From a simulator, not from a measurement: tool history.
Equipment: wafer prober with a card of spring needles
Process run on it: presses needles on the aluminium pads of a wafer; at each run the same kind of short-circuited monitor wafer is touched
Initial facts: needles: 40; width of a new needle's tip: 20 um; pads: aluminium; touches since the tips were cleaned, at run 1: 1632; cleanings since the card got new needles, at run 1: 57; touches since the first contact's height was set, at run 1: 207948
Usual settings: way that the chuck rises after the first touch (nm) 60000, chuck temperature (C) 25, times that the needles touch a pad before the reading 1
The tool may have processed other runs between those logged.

| run | hour | way that the chuck rises after the first touch (nm) | chuck temperature (C) | times that the needles touch a pad before the reading | touches since the tips were cleaned | cleanings since the card got new needles | touches since the first contact's height was set | resistance of one needle with its contact and lead (mohm) | way that a needle slides on the pad (nm) |
|---|---|---|---|---|---|---|---|---|---|
| 1 | 0.0 | 60000 | 25 | 1 | 1632 | 57 | 207948 | 212 | 14810 |
|  | 14.8 | tips cleaned on abrasive film |
|  | 16.9 | height of the first contact set anew |
| 2 | 27.4 | 60000 | 25 | 1 | 4381 | 58 | 3745 | 211 | 14900 |
|  | 33.5 | tips cleaned on abrasive film |
| 3 | 45.8 | 60000 | 25 | 1 | 4398 | 59 | 10268 | 211 | 14870 |
|  | 51.0 | tips cleaned on abrasive film |
|  | 68.7 | tips cleaned on abrasive film |
| 4 | 68.7 | 60000 | 25 | 2 | 0 | 61 | 18339 | 211 | 14860 |
|  | 87.9 | tips cleaned on abrasive film |
| 5 | 89.7 | 60000 | 49 | 1 | 641 | 62 | 25781 | 213 | 14850 |
|  | 108.3 | tips cleaned on abrasive film |
| 6 | 113.7 | 60000 | 49 | 1 | 1937 | 63 | 34274 | 216 | 14850 |
|  | 127.2 | tips cleaned on abrasive film |
|  | 145.7 | tips cleaned on abrasive film |
| 7 | 146.1 | 60000 | 49 | 1 | 151 | 65 | 45719 | 217 | 14890 |
|  | 163.7 | tips cleaned on abrasive film |
| 8 | 164.7 | 60000 | 94 | 1 | 345 | 66 | 52279 | 224 | 14840 |
|  | 181.6 | tips cleaned on abrasive film |
| 9 | 189.9 | 60000 | 25 | 2 | 2955 | 67 | 61211 | 212 | 14820 |
|  | 199.4 | tips cleaned on abrasive film |
| 10 | 209.4 | 60000 | 25 | 2 | 3572 | 68 | 68135 | 209 | 15070 |
|  | 216.7 | tips cleaned on abrasive film |
|  | 235.8 | tips cleaned on abrasive film |
| 11 | 242.7 | 60000 | 25 | 2 | 2452 | 70 | 79887 | 211 | 14910 |
|  | 253.4 | tips cleaned on abrasive film |
|  | 271.0 | tips cleaned on abrasive film |
| 12 | 274.6 | 60000 | 25 | 2 | 1270 | 72 | 91170 | 208 | 15130 |
|  | 289.7 | tips cleaned on abrasive film |
| 13 | 302.2 | 60000 | 25 | 2 | 4433 | 73 | 100933 | 210 | 15000 |
|  | 307.1 | tips cleaned on abrasive film |
|  | 324.6 | tips cleaned on abrasive film |
| 14 | 331.3 | 42000 | 25 | 1 | 2375 | 75 | 111220 | 215 | 10490 |
|  | 342.3 | tips cleaned on abrasive film |
| 15 | 350.0 | 60000 | 25 | 1 | 2727 | 76 | 117830 | 212 | 15190 |
|  | 362.4 | tips cleaned on abrasive film |
| 16 | 368.9 | 60000 | 76 | 1 | 2321 | 77 | 124520 | 222 | 15160 |
|  | 382.9 | tips cleaned on abrasive film |
|  | 400.9 | tips cleaned on abrasive film |
| 17 | 405.3 | 74000 | 57 | 3 | 1561 | 79 | 137398 | 218 | 18720 |
|  | 420.6 | tips cleaned on abrasive film |
| 18 | 427.5 | 49000 | 55 | 2 | 2469 | 80 | 145256 | 218 | 12200 |
|  | 438.3 | tips cleaned on abrasive film |
| 19 | 454.5 | 49000 | 55 | 2 | 5778 | 81 | 154824 | 217 | 12330 |
|  | 456.9 | tips cleaned on abrasive film |
|  | 474.8 | tips cleaned on abrasive film |
| 20 | 478.7 | 44000 | 57 | 1 | 1406 | 83 | 163369 | 221 | 11150 |
|  | 493.0 | tips cleaned on abrasive film |
| 21 | 500.4 | 44000 | 54 | 2 | 2627 | 84 | 171036 | 220 | 11080 |
|  | 511.1 | tips cleaned on abrasive film |
| 22 | 520.4 | 44000 | 54 | 3 | 3327 | 85 | 178127 | 222 | 11210 |
|  | 528.9 | tips cleaned on abrasive film |
|  | 530.9 | gauge calibrated |
| 23 | 544.9 | 44000 | 54 | 3 | 5701 | 86 | 186792 | 219 | 10770 |
|  | 548.5 | tips cleaned on abrasive film |
|  | 566.8 | tips cleaned on abrasive film |
| 24 | 576.0 | 41000 | 109 | 2 | 3271 | 88 | 197777 | 234 | 10120 |
|  | 584.2 | tips cleaned on abrasive film |
| 25 | 593.2 | 41000 | 109 | 2 | 3213 | 89 | 203875 | 233 | 10090 |
|  | 602.2 | tips cleaned on abrasive film |
|  | 620.8 | tips cleaned on abrasive film |
|  | 621.1 | height of the first contact set anew |
| 26 | 622.4 | 74000 | 109 | 1 | 432 | 91 | 432 | 226 | 18330 |
|  | 639.3 | tips cleaned on abrasive film |
| 27 | 654.7 | 74000 | 109 | 1 | 5464 | 92 | 11890 | 227 | 18440 |
|  | 658.3 | tips cleaned on abrasive film |
|  | 677.7 | tips cleaned on abrasive film |
| 28 | 689.9 | 74000 | 109 | 1 | 4342 | 94 | 24355 | 230 | 18410 |
|  | 697.2 | tips cleaned on abrasive film |
|  | 714.8 | tips cleaned on abrasive film |
| 29 | 714.8 | 74000 | 109 | 1 | 0 | 96 | 33137 | 226 | 18470 |
|  | 732.1 | tips cleaned on abrasive film |
| 30 | 749.1 | 79000 | 27 | 2 | 6032 | 97 | 45291 | 210 | 19740 |
|  | 751.1 | tips cleaned on abrasive film |
|  | 770.1 | tips cleaned on abrasive film |
| 31 | 773.0 | 60000 | 123 | 1 | 1021 | 99 | 53716 | 235 | 14960 |

Take each entry between the runs: how does the hidden state at the last listed run before it differ from the hidden state at the first listed run after it?
Logged between run 1 and run 2: tips cleaned on abrasive film (hour 14.8); height of the first contact set anew (hour 16.9)
  debris on the tips, nm: 1.3 -> 2.2; way that the needles fall short of the set height, um: 0.06 -> 0; tips' diameter, um: 20.04 -> 20.05; drift of the gauge itself on scrub_um, %: 0 -> 0.13
  what was measured, less what the result would be without the hidden state, way that a needle slides on the pad (nm): -20 -> +20
Logged between run 2 and run 3: tips cleaned on abrasive film (hour 33.5)
  debris on the tips, nm: 2.2 -> 2.1; drift of the gauge itself on scrub_um, %: 0.13 -> 0.22
  what was measured, less what the result would be without the hidden state, way that a needle slides on the pad (nm): +20 -> +30
Logged between run 3 and run 4: tips cleaned on abrasive film (hour 51.0); tips cleaned on abrasive film (hour 68.7)
  debris on the tips, nm: 2.1 -> 0.2; way that the needles fall short of the set height, um: 0 -> 0.01; drift of the gauge itself on scrub_um, %: 0.22 -> 0.34
  what was measured, less what the result would be without the hidden state, way that a needle slides on the pad (nm): +30 -> +40
Logged between run 4 and run 5: tips cleaned on abrasive film (hour 87.9)
  debris on the tips, nm: 0.2 -> 0.8; drift of the gauge itself on scrub_um, %: 0.34 -> 0.44
  what was measured, less what the result would be without the hidden state, way that a needle slides on the pad (nm): +40 -> +70
Logged between run 5 and run 6: tips cleaned on abrasive film (hour 108.3)
  debris on the tips, nm: 0.8 -> 1.7; drift of the gauge itself on scrub_um, %: 0.44 -> 0.56
  what was measured, less what the result would be without the hidden state, way that a needle slides on the pad (nm): +70 -> +80
Logged between run 6 and run 7: tips cleaned on abrasive film (hour 127.2); tips cleaned on abrasive film (hour 145.7)
  debris on the tips, nm: 1.7 -> 0.4; way that the needles fall short of the set height, um: 0.01 -> 0.02; drift of the gauge itself on scrub_um, %: 0.56 -> 0.72
  what was measured, less what the result would be without the hidden state, way that a needle slides on the pad (nm): +80 -> +100
Logged between run 7 and run 8: tips cleaned on abrasive film (hour 163.7)
  debris on the tips, nm: 0.4 -> 0.5; drift of the gauge itself on scrub_um, %: 0.72 -> 0.81
  what was measured, less what the result would be without the hidden state, way that a needle slides on the pad (nm): +100 -> +110
Logged between run 8 and run 9: tips cleaned on abrasive film (hour 181.6)
  debris on the tips, nm: 0.5 -> 1.9; drift of the gauge itself on scrub_um, %: 0.81 -> 0.94
  what was measured, less what the result would be without the hidden state, way that a needle slides on the pad (nm): +110 -> +130
Logged between run 9 and run 10: tips cleaned on abrasive film (hour 199.4)
  debris on the tips, nm: 1.9 -> 2; drift of the gauge itself on scrub_um, %: 0.94 -> 1.03
  what was measured, less what the result would be without the hidden state, way that a needle slides on the pad (nm): +130 -> +150
Logged between run 10 and run 11: tips cleaned on abrasive film (hour 216.7); tips cleaned on abrasive film (hour 235.8)
  debris on the tips, nm: 2 -> 1.8; way that the needles fall short of the set height, um: 0.02 -> 0.03; tips' diameter, um: 20.05 -> 20.06; drift of the gauge itself on scrub_um, %: 1.03 -> 1.2
  what was measured, less what the result would be without the hidden state, way that a needle slides on the pad (nm): +150 -> +170
Logged between run 11 and run 12: tips cleaned on abrasive film (hour 253.4); tips cleaned on abrasive film (hour 271.0)
  debris on the tips, nm: 1.8 -> 1.2; drift of the gauge itself on scrub_um, %: 1.2 -> 1.35
  what was measured, less what the result would be without the hidden state, way that a needle slides on the pad (nm): +170 -> +200
Logged between run 12 and run 13: tips cleaned on abrasive film (hour 289.7)
  debris on the tips, nm: 1.2 -> 2.2; drift of the gauge itself on scrub_um, %: 1.35 -> 1.49
  what was measured, less what the result would be without the hidden state, way that a needle slides on the pad (nm): +200 -> +220
Logged between run 13 and run 14: tips cleaned on abrasive film (hour 307.1); tips cleaned on abrasive film (hour 324.6)
  debris on the tips, nm: 2.2 -> 1.6; way that the needles fall short of the set height, um: 0.03 -> 0.04; drift of the gauge itself on scrub_um, %: 1.49 -> 1.63
  what was measured, less what the result would be without the hidden state, way that a needle slides on the pad (nm): +220 -> +160
Logged between run 14 and run 15: tips cleaned on abrasive film (hour 342.3)
  debris on the tips, nm: 1.6 -> 1.8; drift of the gauge itself on scrub_um, %: 1.63 -> 1.73
  what was measured, less what the result would be without the hidden state, way that a needle slides on the pad (nm): +160 -> +250
Logged between run 15 and run 16: tips cleaned on abrasive film (hour 362.4)
  debris on the tips, nm: 1.8 -> 1.7; drift of the gauge itself on scrub_um, %: 1.73 -> 1.82
  what was measured, less what the result would be without the hidden state, way that a needle slides on the pad (nm): +250 -> +260
Logged between run 16 and run 17: tips cleaned on abrasive film (hour 382.9); tips cleaned on abrasive film (hour 400.9)
  debris on the tips, nm: 1.7 -> 1.4; way that the needles fall short of the set height, um: 0.04 -> 0.05; drift of the gauge itself on scrub_um, %: 1.82 -> 2
  what was measured, less what the result would be without the hidden state, way that a needle slides on the pad (nm): +260 -> +360
Logged between run 17 and run 18: tips cleaned on abrasive film (hour 420.6)
  debris on the tips, nm: 1.4 -> 1.7; drift of the gauge itself on scrub_um, %: 2 -> 2.11
  what was measured, less what the result would be without the hidden state, way that a needle slides on the pad (nm): +360 -> +240
Logged between run 18 and run 19: tips cleaned on abrasive film (hour 438.3)
  debris on the tips, nm: 1.7 -> 2.3; drift of the gauge itself on scrub_um, %: 2.11 -> 2.24
  what was measured, less what the result would be without the hidden state, way that a needle slides on the pad (nm): +240 -> +260
Logged between run 19 and run 20: tips cleaned on abrasive film (hour 456.9); tips cleaned on abrasive film (hour 474.8)
  debris on the tips, nm: 2.3 -> 1.4; way that the needles fall short of the set height, um: 0.05 -> 0.06; tips' diameter, um: 20.06 -> 20.07; drift of the gauge itself on scrub_um, %: 2.24 -> 2.36
  what was measured, less what the result would be without the hidden state, way that a needle slides on the pad (nm): +260 -> +240
Logged between run 20 and run 21: tips cleaned on abrasive film (hour 493.0)
  debris on the tips, nm: 1.4 -> 2; drift of the gauge itself on scrub_um, %: 2.36 -> 2.47
  what was measured, less what the result would be without the hidden state, way that a needle slides on the pad (nm): +240 -> +250
Logged between run 21 and run 22: tips cleaned on abrasive film (hour 511.1)
  drift of the gauge itself on scrub_um, %: 2.47 -> 2.57
  what was measured, less what the result would be without the hidden state, way that a needle slides on the pad (nm): +250 -> +260
Logged between run 22 and run 23: tips cleaned on abrasive film (hour 528.9); gauge calibrated (hour 530.9)
  debris on the tips, nm: 2 -> 2.3; drift of the gauge itself on scrub_um, %: 2.57 -> 0.07
  what was measured, less what the result would be without the hidden state, way that a needle slides on the pad (nm): +260 -> -10
Logged between run 23 and run 24: tips cleaned on abrasive film (hour 548.5); tips cleaned on abrasive film (hour 566.8)
  debris on the tips, nm: 2.3 -> 2.1; way that the needles fall short of the set height, um: 0.06 -> 0.07; drift of the gauge itself on scrub_um, %: 0.07 -> 0.22
  what was measured, less what the result would be without the hidden state, way that a needle slides on the pad (nm): -10 -> +10
Logged between run 24 and run 25: tips cleaned on abrasive film (hour 584.2)
  drift of the gauge itself on scrub_um, %: 0.22 -> 0.31
  what was measured, less what the result would be without the hidden state, way that a needle slides on the pad (nm): +10 -> +20
Logged between run 25 and run 26: tips cleaned on abrasive film (hour 602.2); tips cleaned on abrasive film (hour 620.8); height of the first contact set anew (hour 621.1)
  debris on the tips, nm: 2.1 -> 0.6; way that the needles fall short of the set height, um: 0.07 -> 0; drift of the gauge itself on scrub_um, %: 0.31 -> 0.45
  what was measured, less what the result would be without the hidden state, way that a needle slides on the pad (nm): +20 -> +90
Logged between run 26 and run 27: tips cleaned on abrasive film (hour 639.3)
  debris on the tips, nm: 0.6 -> 2.3; drift of the gauge itself on scrub_um, %: 0.45 -> 0.61
  what was measured, less what the result would be without the hidden state, way that a needle slides on the pad (nm): +90 -> +110
Logged between run 27 and run 28: tips cleaned on abrasive film (hour 658.3); tips cleaned on abrasive film (hour 677.7)
  debris on the tips, nm: 2.3 -> 2.2; way that the needles fall short of the set height, um: 0 -> 0.01; drift of the gauge itself on scrub_um, %: 0.61 -> 0.78
  what was measured, less what the result would be without the hidden state, way that a needle slides on the pad (nm): +110 -> +140
Logged between run 28 and run 29: tips cleaned on abrasive film (hour 697.2); tips cleaned on abrasive film (hour 714.8)
  debris on the tips, nm: 2.2 -> 0.1; tips' diameter, um: 20.07 -> 20.08; drift of the gauge itself on scrub_um, %: 0.78 -> 0.91
  what was measured, less what the result would be without the hidden state, way that a needle slides on the pad (nm): +140 -> +160
Logged between run 29 and run 30: tips cleaned on abrasive film (hour 732.1)
  debris on the tips, nm: 0.1 -> 2.3; drift of the gauge itself on scrub_um, %: 0.91 -> 1.08
  what was measured, less what the result would be without the hidden state, way that a needle slides on the pad (nm): +160 -> +210
Logged between run 30 and run 31: tips cleaned on abrasive film (hour 751.1); tips cleaned on abrasive film (hour 770.1)
  debris on the tips, nm: 2.3 -> 1.1; way that the needles fall short of the set height, um: 0.01 -> 0.02; drift of the gauge itself on scrub_um, %: 1.08 -> 1.19
  what was measured, less what the result would be without the hidden state, way that a needle slides on the pad (nm): +210 -> +170
